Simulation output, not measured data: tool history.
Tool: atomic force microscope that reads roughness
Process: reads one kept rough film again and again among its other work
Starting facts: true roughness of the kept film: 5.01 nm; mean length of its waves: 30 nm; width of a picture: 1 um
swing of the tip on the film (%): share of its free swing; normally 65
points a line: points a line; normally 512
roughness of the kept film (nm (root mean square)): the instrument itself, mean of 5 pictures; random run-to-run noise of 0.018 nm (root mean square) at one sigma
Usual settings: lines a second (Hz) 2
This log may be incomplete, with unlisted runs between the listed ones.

run	day	lines a second (Hz)	swing of the tip on the film (%)	points a line	roughness of the kept film (nm (root mean square))
1	0	2	65	512	4.043
2	0.312	2	61	512	3.985
3	0.733	2	73	512	3.735
4	1.117	2	65	512	3.719
5	1.658	2	65	512	3.636
6	2.071	2	65	512	3.52
7	2.333	1.07	65	512	3.507
8	2.85	1.17	65	512	3.385
9	3.075	1.17	65	512	3.318
# day 3.138: new tip fitted
10	3.575	3.46	65	512	4.143
11	3.8	0.87	65	512	4.227
12	4.033	2	65	512	4.116
13	4.317	2	65	512	4.025
14	4.838	2	65	512	3.911
15	5.2	2	65	512	3.801
16	5.483	2	65	512	3.738
17	5.9	2	65	512	3.645
18	6.342	0.79	65	512	3.591
19	6.708	0.79	65	512	3.52
# day 6.779: height scale calibrated on a step standard
20	7.012	0.79	65	512	3.441
# day 7.325: new tip fitted
21	7.388	0.79	65	512	4.456
22	7.704	0.79	65	512	4.31
23	8.092	2.42	67	512	4.117
24	8.488	1.35	67	707	4.033
25	8.725	1.35	67	707	3.968
# day 8.854: height scale calibrated on a step standard, once more
26	9.142	2	55	395	3.86
27	9.467	2	55	395	3.788
28	9.921	1.62	88	867	3.481
29	10.446	2	65	572	3.504
30	10.679	2	65	572	3.462
31	10.954	2	65	572	3.407
32	11.233	2	65	264	3.35
# day 11.517: new tip fitted
33	11.658	0.86	71	346	4.358
34	12.162	0.88	77	512	4.164
35	12.392	0.87	71	697	4.152
36	12.854	1.45	70	304	3.928
37	13.375	1.45	73	392	3.828
38	13.733	1.45	73	392	3.73
39	14.046	1.45	73	392	3.638
40	14.5	0.53	73	483	3.62
41	14.967	1.59	86	811	3.36

Alternative continuations, all from the tool just after run 41; predict every row:
A	15.279	1.59	86	811	?
B	15.279	1.82	65	921	?
C	15.279	3.46	65	512	?
D	15.279	0.84	82	890	?

run	roughness of the kept film (nm (root mean square))
A	3.304
B	3.432
C	3.373
D	3.404
What these runs would have given with no unlogged condition in the tool:
run	roughness of the kept film (nm (root mean square))
A	4.224
B	4.389
C	4.314
D	4.353
